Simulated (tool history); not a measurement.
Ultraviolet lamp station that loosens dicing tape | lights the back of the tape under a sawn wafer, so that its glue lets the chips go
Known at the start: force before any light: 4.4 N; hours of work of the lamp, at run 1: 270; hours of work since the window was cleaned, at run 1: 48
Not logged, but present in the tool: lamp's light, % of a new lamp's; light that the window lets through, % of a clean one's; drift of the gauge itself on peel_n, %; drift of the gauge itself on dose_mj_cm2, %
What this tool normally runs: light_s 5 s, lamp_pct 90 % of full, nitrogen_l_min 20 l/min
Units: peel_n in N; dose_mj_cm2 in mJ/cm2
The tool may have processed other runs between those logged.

run,hour,light_s,lamp_pct,nitrogen_l_min,hours of work of the lamp,hours of work since the window was cleaned,peel_n,dose_mj_cm2
1,0,5,90,20,270,48,0.258,283
2,8.7,5,90,20,277,55,0.277,284
3,15.8,3,90,20,283,60,0.526,170
4,24.9,5,90,20,290,68,0.266,282
5,33.8,5,90,20,297,75,0.276,284
6,38.6,5,90,20,301,78,0.261,279
7,42.8,5,72,20,304,82,0.352,221
8,49.1,5,72,20,309,87,0.359,224
9,54.1,5,72,20,313,91,0.367,223
10,64,5,72,20,321,99,0.367,221
11,73.2,5,72,20,328,106,0.354,223
12,80.9,6,90,20,334,112,0.255,331
13,88.4,6,90,20,340,118,0.239,329
14,95,5,90,6,345,123,0.465,269
15,104.3,5,90,6,353,130,0.439,270
16,111.8,5,90,6,359,136,0.465,269
17,117.7,5,90,6,363,141,0.49,266
18,122,5,90,6,367,144,0.473,268
19,126.6,5,90,20,370,148,0.296,267
20,134.3,9,90,20,376,154,0.217,477
21,138.8,5,90,20,380,158,0.287,261
22,144.3,5,90,20,384,162,0.29,268
23,148.8,5,90,20,388,166,0.285,258
24,153.2,4,90,13,391,169,0.48,208
25,157.7,4,90,31,395,173,0.332,208
26,166.8,5,69,21,402,180,0.414,197
27,173.3,3,63,8,407,185,1.427,106
28,180.3,3,63,8,413,191,1.493,111
29,190.5,5,90,23,421,199,0.296,257
# hour 194.1: window cleaned of glue's vapour
30,195.9,5,90,23,425,1,0.264,275
31,201.9,5,69,20,430,6,0.392,208
32,210.2,8,70,19,436,13,0.238,343
33,219.4,6,70,13,443,20,0.36,256
34,224.9,6,70,13,448,24,0.37,252
35,233.6,6,70,13,455,31,0.348,256
36,244,4,91,39,463,39,0.305,215
37,248.8,5,94,39,467,43,0.25,283
38,256.2,5,94,39,473,49,0.243,280
39,261.2,5,79,9,476,53,0.491,235
40,268.8,5,70,9,483,59,0.571,207
41,275.3,6,96,20,488,64,0.242,346
42,283.5,6,96,20,494,71,0.246,343

Consider 5 possible next runs. They are alternatives, not a sequence: every one starts from the tool as it was left by run 42. What does each give?
A,290.4,5,69,20,500,76,?,?
B,290.4,6,61,20,500,76,?,?
C,290.4,5,96,21,500,76,?,?
D,290.4,6,87,8,500,76,?,?
E,290.4,4,96,9,500,76,?,?

run,peel_n,dose_mj_cm2
A,0.421,198
B,0.4,216
C,0.268,278
D,0.347,306
E,0.504,224
Without the tool's unlogged condition, the same runs would have read:
run,peel_n,dose_mj_cm2
A,0.328,240
B,0.317,260
C,0.234,335
D,0.28,369
E,0.38,270
